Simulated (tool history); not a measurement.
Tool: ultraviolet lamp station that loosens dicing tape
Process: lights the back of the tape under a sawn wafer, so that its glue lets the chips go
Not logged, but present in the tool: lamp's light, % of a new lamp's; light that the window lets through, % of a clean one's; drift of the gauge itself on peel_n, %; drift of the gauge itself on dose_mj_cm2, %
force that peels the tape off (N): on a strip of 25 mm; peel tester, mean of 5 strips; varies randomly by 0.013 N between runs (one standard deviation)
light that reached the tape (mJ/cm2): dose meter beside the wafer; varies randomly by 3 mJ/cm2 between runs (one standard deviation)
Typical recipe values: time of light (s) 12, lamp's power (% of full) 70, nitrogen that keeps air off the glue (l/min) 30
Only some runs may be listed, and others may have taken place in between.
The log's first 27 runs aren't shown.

run,hour,time of light (s),lamp's power (% of full),nitrogen that keeps air off the glue (l/min),hours of work of the lamp,hours of work since the window was cleaned,force that peels the tape off (N),light that reached the tape (mJ/cm2)
28,543.1,23,72,12,793,314,0.456,681
29,563.9,7,72,57,806,327,1.298,206
30,577.8,7,72,57,815,337,1.357,206
31,603.3,23,72,34,832,353,0.267,676
32,619.5,14,82,34,843,364,0.51,468
33,648.6,8,97,34,862,383,0.88,313
34,677.7,8,99,19,881,402,1.234,319
35,692.3,11,77,43,890,412,0.768,341
36,717.6,16,70,30,907,428,0.578,442
37,739,12,69,32,921,442,0.89,328
38,766,8,61,43,939,460,1.566,193
39,784.1,8,61,43,951,472,1.567,189
40,798.5,8,61,43,960,481,1.61,191
41,816,8,61,43,971,493,1.612,191
42,842.6,22,64,16,989,510,0.574,544
43,867.6,12,74,24,1005,527,0.97,345

4 options for the next run, each taken on its own from the tool as it stands now. Forecast them:
A,888.6,13,71,30,1019,540,?,?
B,888.6,16,63,52,1019,540,?,?
C,888.6,12,78,30,1019,540,?,?
D,888.6,7,90,12,1019,540,?,?

run,force that peels the tape off (N),light that reached the tape (mJ/cm2)
A,0.826,354
B,0.563,389
C,0.812,361
D,1.779,238
The same runs, with their run-to-run variation unchanged, on a tool lacking any hidden condition would have given:
run,force that peels the tape off (N),light that reached the tape (mJ/cm2)
A,0.502,482
B,0.328,529
C,0.492,490
D,1.326,325
